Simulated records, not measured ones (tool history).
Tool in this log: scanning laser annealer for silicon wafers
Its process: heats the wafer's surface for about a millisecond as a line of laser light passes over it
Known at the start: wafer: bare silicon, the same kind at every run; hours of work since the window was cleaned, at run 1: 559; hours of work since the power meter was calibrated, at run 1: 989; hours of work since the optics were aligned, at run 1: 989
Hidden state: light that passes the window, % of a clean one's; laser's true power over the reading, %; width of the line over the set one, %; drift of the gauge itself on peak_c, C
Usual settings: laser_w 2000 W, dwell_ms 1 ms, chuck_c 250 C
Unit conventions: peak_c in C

| run | hour | laser_w | dwell_ms | chuck_c | hours of work since the window was cleaned | hours of work since the power meter was calibrated | hours of work since the optics were aligned | peak_c |
|---|---|---|---|---|---|---|---|---|
| 1 | 0 | 2000 | 1 | 250 | 559 | 989 | 989 | 949 |
| 2 | 79.2 | 2000 | 1 | 250 | 609 | 1039 | 1039 | 944 |
| 3 | 123.2 | 2000 | 1.16 | 250 | 637 | 1067 | 1067 | 1006 |
| 4 | 165.8 | 2000 | 1 | 250 | 664 | 1094 | 1094 | 944 |
| 5 | 231 | 1955 | 1 | 250 | 705 | 1135 | 1135 | 926 |
| 6 | 286.7 | 1955 | 1 | 250 | 741 | 1170 | 1170 | 923 |
| 7 | 363.1 | 1955 | 1 | 250 | 789 | 1219 | 1219 | 919 |
|  | 384.4 | window over the wafer cleaned |
|  | 389.4 | optics aligned, line set to its width |
| 8 | 413.3 | 1955 | 1 | 250 | 15 | 1246 | 15 | 913 |
| 9 | 482.5 | 1955 | 1 | 250 | 59 | 1290 | 59 | 910 |
|  | 537.7 | window over the wafer cleaned, once more |
| 10 | 556.8 | 1955 | 1 | 250 | 12 | 1335 | 105 | 961 |
| 11 | 602.5 | 1955 | 1 | 266 | 41 | 1364 | 134 | 978 |
| 12 | 681.4 | 1955 | 1 | 266 | 91 | 1414 | 183 | 975 |
| 13 | 745.6 | 1955 | 1 | 266 | 132 | 1455 | 224 | 974 |
| 14 | 816.9 | 1892 | 1 | 266 | 177 | 1500 | 269 | 947 |
| 15 | 890.7 | 2115 | 0.76 | 275 | 223 | 1547 | 316 | 919 |
| 16 | 950.2 | 1761 | 0.86 | 250 | 261 | 1584 | 353 | 832 |
| 17 | 1034.5 | 2000 | 1.18 | 267 | 314 | 1638 | 407 | 1052 |
| 18 | 1085.4 | 2011 | 1.18 | 267 | 346 | 1670 | 439 | 1053 |
| 19 | 1157.8 | 2011 | 1.18 | 267 | 392 | 1716 | 485 | 1053 |
| 20 | 1246.6 | 2011 | 0.72 | 224 | 448 | 1772 | 541 | 806 |
| 21 | 1292.7 | 1906 | 0.72 | 227 | 478 | 1801 | 570 | 780 |
| 22 | 1378.9 | 2061 | 1.14 | 283 | 532 | 1855 | 625 | 1060 |
| 23 | 1430.4 | 1924 | 1 | 279 | 565 | 1888 | 657 | 954 |
| 24 | 1500 | 1822 | 0.73 | 246 | 609 | 1932 | 701 | 778 |
| 25 | 1578 | 1822 | 0.73 | 246 | 658 | 1981 | 751 | 775 |

Below are 5 alternative next runs, each starting from the tool's condition after run 25. Predict each:
| A | 1654.8 | 2000 | 1.23 | 216 | 707 | 2030 | 799 | ? |
| B | 1654.8 | 1924 | 0.73 | 246 | 707 | 2030 | 799 | ? |
| C | 1654.8 | 2193 | 1.09 | 223 | 707 | 2030 | 799 | ? |
| D | 1654.8 | 2063 | 0.96 | 243 | 707 | 2030 | 799 | ? |
| E | 1654.8 | 2000 | 0.73 | 250 | 707 | 2030 | 799 | ? |

| run | peak_c |
|---|---|
| A | 999 |
| B | 801 |
| C | 1019 |
| D | 937 |
| E | 830 |
Without the tool's unlogged condition, the same runs would have read:
| run | peak_c |
|---|---|
| A | 1037 |
| B | 827 |
| C | 1057 |
| D | 971 |
| E | 857 |
